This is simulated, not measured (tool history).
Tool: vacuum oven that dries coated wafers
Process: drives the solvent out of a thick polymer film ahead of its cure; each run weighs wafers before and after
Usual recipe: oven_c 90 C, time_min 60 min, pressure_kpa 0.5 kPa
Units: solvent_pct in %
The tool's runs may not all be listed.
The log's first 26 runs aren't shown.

run 27 hour=1044.2 | oven_c=78 time_min=41 pressure_kpa=0.277 | solvent_pct=7.08
run 28 hour=1096.4 | oven_c=90 time_min=60 pressure_kpa=0.5 | solvent_pct=2.25
run 29 hour=1123 | oven_c=89 time_min=41 pressure_kpa=0.564 | solvent_pct=3.98
run 30 hour=1161.4 | oven_c=89 time_min=41 pressure_kpa=0.564 | solvent_pct=4.17
run 31 hour=1198.8 | oven_c=89 time_min=91 pressure_kpa=0.564 | solvent_pct=1.47
run 32 hour=1232.9 | oven_c=89 time_min=91 pressure_kpa=0.564 | solvent_pct=1.56
run 33 hour=1259.3 | oven_c=86 time_min=30 pressure_kpa=0.873 | solvent_pct=6.62
run 34 hour=1306.8 | oven_c=79 time_min=65 pressure_kpa=1.692 | solvent_pct=6.52
run 35 hour=1361.5 | oven_c=104 time_min=75 pressure_kpa=0.457 | solvent_pct=0.35
run 36 hour=1385.6 | oven_c=79 time_min=71 pressure_kpa=0.41 | solvent_pct=4.9
run 37 hour=1414.4 | oven_c=85 time_min=60 pressure_kpa=0.251 | solvent_pct=3.59
run 38 hour=1466.2 | oven_c=85 time_min=60 pressure_kpa=0.251 | solvent_pct=3.6
run 39 hour=1489.6 | oven_c=90 time_min=38 pressure_kpa=0.5 | solvent_pct=4.26
run 40 hour=1530.8 | oven_c=90 time_min=38 pressure_kpa=0.5 | solvent_pct=4.25
run 41 hour=1574.6 | oven_c=90 time_min=38 pressure_kpa=0.5 | solvent_pct=4.31

Run 42 comes next. What will it give?
-- hour=1584.4 oven's thermocouples calibrated
run 42 hour=1606.9 | oven_c=89 time_min=39 pressure_kpa=1.898 | solvent_pct=?

For run 42 the tool returned solvent_pct 4.46 %.
With the hidden condition absent and the run-to-run variation left alone, this run would have shown solvent_pct 4.29 %.
